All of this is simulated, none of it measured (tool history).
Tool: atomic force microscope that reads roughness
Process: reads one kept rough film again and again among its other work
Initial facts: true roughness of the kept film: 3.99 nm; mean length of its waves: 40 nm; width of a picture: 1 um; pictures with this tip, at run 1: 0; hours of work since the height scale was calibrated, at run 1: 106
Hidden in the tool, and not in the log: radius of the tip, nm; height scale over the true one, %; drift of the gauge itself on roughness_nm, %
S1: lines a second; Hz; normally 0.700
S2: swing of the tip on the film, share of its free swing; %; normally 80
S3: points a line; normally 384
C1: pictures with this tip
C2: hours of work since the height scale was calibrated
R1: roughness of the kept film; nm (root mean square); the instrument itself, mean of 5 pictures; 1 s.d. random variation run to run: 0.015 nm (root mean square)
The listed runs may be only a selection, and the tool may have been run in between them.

run 1 hour=0.0 | S1=0.700 S2=80 S3=384 | C1=0 C2=106 | R1=3.657
run 2 hour=11.6 | S1=0.700 S2=80 S3=384 | C1=23 C2=114 | R1=3.515
run 3 hour=18.5 | S1=0.700 S2=80 S3=384 | C1=37 C2=118 | R1=3.512
run 4 hour=31.0 | S1=0.700 S2=80 S3=384 | C1=61 C2=127 | R1=3.466
run 5 hour=38.6 | S1=0.700 S2=80 S3=384 | C1=76 C2=131 | R1=3.420
run 6 hour=47.4 | S1=0.700 S2=80 S3=384 | C1=93 C2=137 | R1=3.406
run 7 hour=55.9 | S1=0.700 S2=80 S3=384 | C1=110 C2=143 | R1=3.326
run 8 hour=70.0 | S1=0.700 S2=80 S3=384 | C1=138 C2=152 | R1=3.261
run 9 hour=77.8 | S1=0.700 S2=80 S3=384 | C1=153 C2=157 | R1=3.240
run 10 hour=85.6 | S1=0.700 S2=80 S3=384 | C1=169 C2=162 | R1=3.193
-- hour=95.9 new tip fitted
run 11 hour=98.6 | S1=0.700 S2=80 S3=384 | C1=5 C2=170 | R1=3.618
run 12 hour=107.1 | S1=0.700 S2=80 S3=384 | C1=22 C2=175 | R1=3.581
run 13 hour=122.8 | S1=0.700 S2=57 S3=384 | C1=53 C2=185 | R1=3.554
run 14 hour=132.0 | S1=0.700 S2=57 S3=384 | C1=71 C2=191 | R1=3.547
run 15 hour=144.4 | S1=0.700 S2=60 S3=384 | C1=95 C2=199 | R1=3.465
run 16 hour=154.2 | S1=0.700 S2=80 S3=384 | C1=114 C2=206 | R1=3.337
run 17 hour=165.5 | S1=1.488 S2=72 S3=921 | C1=137 C2=213 | R1=3.251
run 18 hour=176.6 | S1=1.488 S2=72 S3=921 | C1=158 C2=220 | R1=3.201
run 19 hour=190.7 | S1=0.700 S2=72 S3=384 | C1=186 C2=229 | R1=3.212
-- hour=192.0 new tip fitted
run 20 hour=203.0 | S1=0.700 S2=72 S3=384 | C1=21 C2=237 | R1=3.584
run 21 hour=212.0 | S1=0.911 S2=80 S3=701 | C1=39 C2=243 | R1=3.446
run 22 hour=223.6 | S1=0.700 S2=63 S3=533 | C1=62 C2=250 | R1=3.520
-- hour=226.1 height scale calibrated on a step standard
run 23 hour=233.2 | S1=0.504 S2=63 S3=1021 | C1=79 C2=5 | R1=3.482
run 24 hour=245.2 | S1=0.504 S2=63 S3=1021 | C1=102 C2=12 | R1=3.444
run 25 hour=258.2 | S1=0.961 S2=67 S3=384 | C1=128 C2=21 | R1=3.316
-- hour=264.5 height scale calibrated on a step standard, once more
run 26 hour=271.0 | S1=0.850 S2=76 S3=806 | C1=151 C2=4 | R1=3.255
run 27 hour=279.3 | S1=2.518 S2=76 S3=449 | C1=167 C2=10 | R1=3.015
-- hour=290.9 new tip fitted
run 28 hour=294.3 | S1=1.810 S2=68 S3=383 | C1=7 C2=19 | R1=3.556
run 29 hour=310.8 | S1=1.810 S2=68 S3=383 | C1=39 C2=30 | R1=3.480
run 30 hour=321.3 | S1=2.346 S2=75 S3=384 | C1=60 C2=36 | R1=3.294
run 31 hour=335.7 | S1=0.625 S2=75 S3=384 | C1=88 C2=46 | R1=3.403

Each row is a separate what-if for the run after 31, all from the same tool condition, not one after another. Results?
run A hour=346.8 | S1=2.478 S2=80 S3=281 | C1=110 C2=53 | R1=?
run B hour=346.8 | S1=2.229 S2=67 S3=568 | C1=110 C2=53 | R1=?
run C hour=346.8 | S1=0.625 S2=75 S3=723 | C1=110 C2=53 | R1=?
run D hour=346.8 | S1=3.473 S2=67 S3=384 | C1=110 C2=53 | R1=?

run=A R1=3.021
run=B R1=3.292
run=C R1=3.373
run=D R1=3.166
With no hidden state in the tool, these same runs would have given:
run=A R1=3.306
run=B R1=3.602
run=C R1=3.690
run=D R1=3.465
